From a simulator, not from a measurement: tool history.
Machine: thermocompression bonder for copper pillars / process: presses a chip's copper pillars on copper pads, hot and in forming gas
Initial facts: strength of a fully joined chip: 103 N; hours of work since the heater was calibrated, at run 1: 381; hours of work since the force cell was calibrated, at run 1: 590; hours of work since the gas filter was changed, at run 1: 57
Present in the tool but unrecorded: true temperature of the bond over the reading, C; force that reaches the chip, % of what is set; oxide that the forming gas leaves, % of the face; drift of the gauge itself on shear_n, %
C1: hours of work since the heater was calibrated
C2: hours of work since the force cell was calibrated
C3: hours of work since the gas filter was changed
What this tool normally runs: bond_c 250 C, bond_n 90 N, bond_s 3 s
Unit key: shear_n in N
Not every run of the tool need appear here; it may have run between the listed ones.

Run 1, hour 0.0: usual settings; C1 381; C2 590; C3 57. Result: shear_n 46.8 N.
Run 2, hour 54.4: usual settings but bond_n 83 N; C1 405; C2 614; C3 81. Result: shear_n 44.2 N.
Run 3, hour 107.2: usual settings but bond_n 83 N; C1 428; C2 638; C3 104. Result: shear_n 44.0 N.
Run 4, hour 154.0: usual settings; C1 449; C2 659; C3 125. Result: shear_n 45.9 N.
Run 5, hour 195.0: usual settings; C1 467; C2 677; C3 143. Result: shear_n 45.9 N.
Run 6, hour 280.3: usual settings; C1 505; C2 715; C3 181. Result: shear_n 45.5 N.
Run 7, hour 319.7: usual settings but bond_n 65 N; C1 523; C2 732; C3 199. Result: shear_n 37.3 N.
Run 8, hour 398.4: usual settings but bond_c 226 C, bond_n 121 N, bond_s 4 s; C1 558; C2 767; C3 233. Result: shear_n 45.2 N.
Run 9, hour 445.5: usual settings but bond_c 229 C, bond_n 131 N, bond_s 4 s; C1 579; C2 788; C3 254. Result: shear_n 48.2 N.
Run 10, hour 518.9: usual settings but bond_c 259 C, bond_n 131 N; C1 611; C2 821; C3 287. Result: shear_n 60.0 N.
Run 11, hour 600.8: usual settings but bond_c 259 C, bond_n 131 N; C1 648; C2 857; C3 323. Result: shear_n 58.9 N.
Run 12, hour 640.4: usual settings but bond_c 272 C, bond_n 106 N, bond_s 2 s; C1 665; C2 875; C3 341. Result: shear_n 52.5 N.
Run 13, hour 719.9: usual settings but bond_c 223 C, bond_n 67 N, bond_s 6 s; C1 701; C2 910; C3 376. Result: shear_n 33.4 N.
At hour 772.8: forming gas filter changed.
Run 14, hour 811.2: usual settings but bond_c 252 C, bond_n 86 N, bond_s 6 s; C1 741; C2 950; C3 17. Result: shear_n 59.9 N.

Here are 4 independent what-if runs from the current tool condition. What would each one return?
Run A, hour 884.5: usual settings but bond_c 262 C, bond_n 93 N, bond_s 5 s; C1 773; C2 983; C3 50. Result: shear_n ?.
Run B, hour 884.5: usual settings but bond_c 253 C, bond_n 86 N; C1 773; C2 983; C3 50. Result: shear_n ?.
Run C, hour 884.5: usual settings but bond_c 238 C, bond_s 9 s; C1 773; C2 983; C3 50. Result: shear_n ?.
Run D, hour 884.5: usual settings but bond_c 262 C, bond_n 59 N, bond_s 6 s; C1 773; C2 983; C3 50. Result: shear_n ?.

run  shear_n
  A     64.5
  B     47.4
  C     60.8
  D     53.2
Stripped of hidden state, with their random variation kept, the same runs would have yielded:
run  shear_n
  A     64.6
  B     47.3
  C     60.6
  D     53.2
